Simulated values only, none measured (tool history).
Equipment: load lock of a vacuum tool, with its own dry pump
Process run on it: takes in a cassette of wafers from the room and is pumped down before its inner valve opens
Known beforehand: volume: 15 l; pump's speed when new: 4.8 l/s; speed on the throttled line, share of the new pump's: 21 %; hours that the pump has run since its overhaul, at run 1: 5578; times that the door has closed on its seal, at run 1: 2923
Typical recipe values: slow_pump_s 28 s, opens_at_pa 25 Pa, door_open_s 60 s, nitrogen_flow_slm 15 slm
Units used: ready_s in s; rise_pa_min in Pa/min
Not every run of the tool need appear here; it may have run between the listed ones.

run	day	slow_pump_s	opens_at_pa	door_open_s	nitrogen_flow_slm	hours that the pump has run since its overhaul	times that the door has closed on its seal	incoming humidity of the room's air, %	ready_s	rise_pa_min
1	0	28	25	60	15	5578	2923	47.7	52.6	0.06
2	3.117	31	25	60	15	5653	3065	44.8	54.1	0.06
3	4.942	28	25	85	15	5696	3148	46.2	53.3	0.069
4	7.3	28	25	60	15	5753	3255	45.6	53.2	0.06
5	9.529	28	25	60	5	5807	3357	43.4	52.7	0.087
6	11.483	28	25	60	5	5854	3446	45.7	52.4	0.094
7	13.546	28	25	60	5	5903	3540	44.9	53.8	0.091
8	16.842	28	25	60	5	5982	3690	45.8	51.5	0.094
9	20.762	28	25	26	15	6076	3869	42	53.1	0.051
10	24.004	34	25	60	15	6154	4016	47.2	58	0.067
11	27.262	32	39	86	15	6232	4165	48.2	53.9	0.076
12	30.829	32	48	86	14	6318	4327	45.5	53.9	0.08
13	32.975	39	25	66	15	6369	4425	43.2	60.5	0.062
14	35.296	39	25	66	15	6425	4531	49.7	62	0.071
15	38.471	27	20	60	8	6501	4675	46.5	53.6	0.087
16	40.346	17	25	31	41	6546	4761	46.3	44.9	0.038
17	43.429	28	41	60	15	6620	4901	42.6	51.3	0.064

A few steps of ready_s between consecutive runs. Split each: what settings, incoming material and random variation would produce without the hidden state, and what is left over for the hidden state, along with gauge scatter present in only one of the two compared results (measured, and without hidden state):
The hidden state here: pump's speed, % of a new pump's; leak at the door's seal, Pa l/s; drift of the gauge itself on ready_s, %; drift of the gauge itself on rise_pa_min, %.
Run 15 -> 16: slow_pump_s 27 -> 17, opens_at_pa 20 -> 25, door_open_s 60 -> 31, nitrogen_flow_slm 8 -> 41. ready_s -8.7 s: hidden state +0.3, all else -9.
Run 16 -> 17: slow_pump_s 17 -> 28, opens_at_pa 25 -> 41, door_open_s 31 -> 60, nitrogen_flow_slm 41 -> 15. ready_s +6.4 s: hidden state -0.9, all else +7.3.
